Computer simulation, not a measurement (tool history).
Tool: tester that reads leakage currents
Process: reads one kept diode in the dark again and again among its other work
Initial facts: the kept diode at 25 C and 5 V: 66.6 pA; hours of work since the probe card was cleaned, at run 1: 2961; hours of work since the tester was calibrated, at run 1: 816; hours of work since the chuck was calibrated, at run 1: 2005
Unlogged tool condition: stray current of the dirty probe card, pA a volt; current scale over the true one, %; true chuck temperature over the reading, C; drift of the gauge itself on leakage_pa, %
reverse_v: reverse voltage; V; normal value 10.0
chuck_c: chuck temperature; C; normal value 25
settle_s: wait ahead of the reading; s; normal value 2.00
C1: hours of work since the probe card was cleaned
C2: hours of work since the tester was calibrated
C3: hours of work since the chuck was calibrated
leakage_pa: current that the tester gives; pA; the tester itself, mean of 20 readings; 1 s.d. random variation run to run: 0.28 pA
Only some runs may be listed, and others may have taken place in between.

Run 1, hour 0.0: usual settings; C1 2961; C2 816; C3 2005. Result: leakage_pa 128.01 pA.
Run 2, hour 33.0: usual settings but reverse_v 5.7 V; C1 2977; C2 832; C3 2021. Result: leakage_pa 94.89 pA.
Run 3, hour 62.9: usual settings but reverse_v 5.7 V; C1 2992; C2 847; C3 2036. Result: leakage_pa 94.50 pA.
Run 4, hour 106.9: usual settings but reverse_v 6.6 V; C1 3014; C2 869; C3 2058. Result: leakage_pa 103.37 pA.
Run 5, hour 135.7: usual settings; C1 3028; C2 883; C3 2072. Result: leakage_pa 128.42 pA.
Run 6, hour 180.9: usual settings but settle_s 2.13 s; C1 3051; C2 906; C3 2095. Result: leakage_pa 129.26 pA.
Run 7, hour 230.0: usual settings; C1 3075; C2 930; C3 2119. Result: leakage_pa 130.59 pA.
Run 8, hour 261.8: usual settings but reverse_v 5.7 V, settle_s 3.43 s; C1 3091; C2 946; C3 2135. Result: leakage_pa 96.29 pA.
Run 9, hour 304.0: usual settings but settle_s 4.37 s; C1 3112; C2 967; C3 2156. Result: leakage_pa 129.83 pA.
Run 10, hour 324.5: usual settings but reverse_v 7.8 V, chuck_c 47 C, settle_s 0.32 s; C1 3122; C2 977; C3 2166. Result: leakage_pa 700.62 pA.
Run 11, hour 347.7: usual settings but reverse_v 7.8 V, chuck_c 30 C, settle_s 3.96 s; C1 3134; C2 988; C3 2178. Result: leakage_pa 172.20 pA.
Run 12, hour 369.2: usual settings but reverse_v 1.3 V, chuck_c 39 C; C1 3144; C2 999; C3 2188. Result: leakage_pa 156.41 pA.
Run 13, hour 395.2: usual settings but reverse_v 17.1 V, chuck_c 45 C, settle_s 0.93 s; C1 3157; C2 1012; C3 2201. Result: leakage_pa 869.93 pA.

Forecast each of these 3 alternatives for the next run:
Run A, hour 434.8: usual settings but reverse_v 5.8 V; C1 3177; C2 1032; C3 2221. Result: leakage_pa ?.
Run B, hour 434.8: usual settings but reverse_v 1.3 V, chuck_c 47 C; C1 3177; C2 1032; C3 2221. Result: leakage_pa ?.
Run C, hour 434.8: usual settings but settle_s 7.05 s; C1 3177; C2 1032; C3 2221. Result: leakage_pa ?.

run  leakage_pa
  A       97.93
  B      305.40
  C      130.48
What these runs would have given with no unlogged condition in the tool:
run  leakage_pa
  A       71.72
  B      257.13
  C       91.74
